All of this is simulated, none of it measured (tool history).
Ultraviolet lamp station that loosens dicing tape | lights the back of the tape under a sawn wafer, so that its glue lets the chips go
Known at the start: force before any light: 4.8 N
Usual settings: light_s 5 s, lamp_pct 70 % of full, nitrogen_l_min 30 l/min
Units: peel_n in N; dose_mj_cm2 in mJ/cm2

run 1 hour=0.0 | light_s=5 lamp_pct=70 nitrogen_l_min=30 | peel_n=0.384 dose_mj_cm2=203
run 2 hour=30.1 | light_s=5 lamp_pct=70 nitrogen_l_min=30 | peel_n=0.398 dose_mj_cm2=204
run 3 hour=59.8 | light_s=5 lamp_pct=70 nitrogen_l_min=30 | peel_n=0.410 dose_mj_cm2=205
run 4 hour=103.1 | light_s=5 lamp_pct=99 nitrogen_l_min=30 | peel_n=0.181 dose_mj_cm2=285
run 5 hour=124.5 | light_s=5 lamp_pct=99 nitrogen_l_min=30 | peel_n=0.180 dose_mj_cm2=286
run 6 hour=172.3 | light_s=5 lamp_pct=99 nitrogen_l_min=30 | peel_n=0.196 dose_mj_cm2=281
run 7 hour=205.5 | light_s=5 lamp_pct=99 nitrogen_l_min=30 | peel_n=0.203 dose_mj_cm2=278
run 8 hour=249.4 | light_s=5 lamp_pct=99 nitrogen_l_min=30 | peel_n=0.212 dose_mj_cm2=271
run 9 hour=290.9 | light_s=5 lamp_pct=99 nitrogen_l_min=30 | peel_n=0.186 dose_mj_cm2=296
run 10 hour=326.0 | light_s=5 lamp_pct=99 nitrogen_l_min=30 | peel_n=0.185 dose_mj_cm2=288
run 11 hour=358.0 | light_s=5 lamp_pct=99 nitrogen_l_min=30 | peel_n=0.186 dose_mj_cm2=289
run 12 hour=392.1 | light_s=5 lamp_pct=70 nitrogen_l_min=30 | peel_n=0.408 dose_mj_cm2=204
run 13 hour=419.6 | light_s=5 lamp_pct=62 nitrogen_l_min=30 | peel_n=0.538 dose_mj_cm2=176
run 14 hour=461.9 | light_s=5 lamp_pct=62 nitrogen_l_min=30 | peel_n=0.550 dose_mj_cm2=177
run 15 hour=500.6 | light_s=5 lamp_pct=62 nitrogen_l_min=30 | peel_n=0.570 dose_mj_cm2=176
run 16 hour=546.8 | light_s=5 lamp_pct=62 nitrogen_l_min=30 | peel_n=0.564 dose_mj_cm2=170
run 17 hour=575.9 | light_s=5 lamp_pct=71 nitrogen_l_min=30 | peel_n=0.426 dose_mj_cm2=194
run 18 hour=605.0 | light_s=6 lamp_pct=71 nitrogen_l_min=36 | peel_n=0.245 dose_mj_cm2=238
run 19 hour=644.9 | light_s=10 lamp_pct=83 nitrogen_l_min=28 | peel_n=0.090 dose_mj_cm2=451
run 20 hour=676.3 | light_s=4 lamp_pct=90 nitrogen_l_min=17 | peel_n=0.724 dose_mj_cm2=194
run 21 hour=696.6 | light_s=5 lamp_pct=62 nitrogen_l_min=30 | peel_n=0.611 dose_mj_cm2=167
run 22 hour=725.2 | light_s=5 lamp_pct=62 nitrogen_l_min=30 | peel_n=0.613 dose_mj_cm2=167
run 23 hour=766.5 | light_s=5 lamp_pct=62 nitrogen_l_min=24 | peel_n=0.741 dose_mj_cm2=165
run 24 hour=791.4 | light_s=5 lamp_pct=81 nitrogen_l_min=30 | peel_n=0.358 dose_mj_cm2=216
run 25 hour=819.6 | light_s=5 lamp_pct=81 nitrogen_l_min=30 | peel_n=0.381 dose_mj_cm2=210
run 26 hour=854.3 | light_s=4 lamp_pct=69 nitrogen_l_min=30 | peel_n=0.813 dose_mj_cm2=140
run 27 hour=880.8 | light_s=4 lamp_pct=69 nitrogen_l_min=11 | peel_n=1.547 dose_mj_cm2=140
run 28 hour=926.2 | light_s=5 lamp_pct=75 nitrogen_l_min=32 | peel_n=0.450 dose_mj_cm2=193
run 29 hour=971.9 | light_s=5 lamp_pct=75 nitrogen_l_min=32 | peel_n=0.476 dose_mj_cm2=190
run 30 hour=1008.6 | light_s=6 lamp_pct=75 nitrogen_l_min=24 | peel_n=0.401 dose_mj_cm2=226
run 31 hour=1052.4 | light_s=3 lamp_pct=75 nitrogen_l_min=24 | peel_n=1.363 dose_mj_cm2=111
run 32 hour=1085.4 | light_s=6 lamp_pct=64 nitrogen_l_min=50 | peel_n=0.315 dose_mj_cm2=190
run 33 hour=1109.0 | light_s=3 lamp_pct=64 nitrogen_l_min=13 | peel_n=2.109 dose_mj_cm2=94
run 34 hour=1141.8 | light_s=3 lamp_pct=64 nitrogen_l_min=13 | peel_n=2.124 dose_mj_cm2=95

Not shown: 1 entry that the log had between the listed runs. Between which runs, and how does the tool's hidden state differ before and after?
Between runs 8 and 9: window cleaned of glue's vapour (hour 279.5)
  lamp's light, % of a new lamp's: 87.8 -> 87.2; light that the window lets through, % of a clean one's: 93.6 -> 99.6
  measured less the result without the state, peel_n: +0.073 -> +0.047 N; dose_mj_cm2: -59 -> -44 mJ/cm2
